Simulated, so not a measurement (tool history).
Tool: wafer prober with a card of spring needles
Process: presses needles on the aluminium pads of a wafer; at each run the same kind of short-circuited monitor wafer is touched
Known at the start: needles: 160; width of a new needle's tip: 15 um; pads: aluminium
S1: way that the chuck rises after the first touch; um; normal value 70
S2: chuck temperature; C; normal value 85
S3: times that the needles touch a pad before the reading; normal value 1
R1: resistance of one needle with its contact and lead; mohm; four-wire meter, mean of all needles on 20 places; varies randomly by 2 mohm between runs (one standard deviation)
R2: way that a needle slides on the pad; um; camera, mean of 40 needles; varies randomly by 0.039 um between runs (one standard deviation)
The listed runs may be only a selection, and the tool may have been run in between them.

{"run": 1, "hour": 0.0, "S1": 70, "S2": 85, "S3": 1, "R1": 218, "R2": 10.19}
{"run": 2, "hour": 5.4, "S1": 70, "S2": 85, "S3": 1, "R1": 218, "R2": 10.17}
{"run": 3, "hour": 16.6, "S1": 70, "S2": 85, "S3": 1, "R1": 214, "R2": 10.2}
{"hour": 22.7, "done": "tips cleaned on abrasive film"}
{"run": 4, "hour": 27.2, "S1": 70, "S2": 85, "S3": 1, "R1": 216, "R2": 10.12}
{"run": 5, "hour": 38.6, "S1": 70, "S2": 85, "S3": 1, "R1": 213, "R2": 10.09}
{"hour": 45.6, "done": "tips cleaned on abrasive film"}
{"run": 6, "hour": 50.2, "S1": 70, "S2": 85, "S3": 1, "R1": 221, "R2": 10.09}
{"run": 7, "hour": 58.3, "S1": 70, "S2": 85, "S3": 1, "R1": 217, "R2": 10.12}
{"run": 8, "hour": 67.6, "S1": 70, "S2": 69, "S3": 1, "R1": 214, "R2": 10.11}
{"hour": 68.6, "done": "tips cleaned on abrasive film"}
{"run": 9, "hour": 76.8, "S1": 70, "S2": 69, "S3": 1, "R1": 212, "R2": 10.16}
{"run": 10, "hour": 82.5, "S1": 51, "S2": 81, "S3": 2, "R1": 224, "R2": 7.39}

Forecast run 11:
{"run": 11, "hour": 87.8, "S1": 51, "S2": 81, "S3": 2, "R1": "?", "R2": "?"}

R1: 222 mohm
R2: 7.41 um
Take away the tool's hidden state, keep the run-to-run variation as it was, and the same run would have given R1 221 mohm, R2 7.41 um.
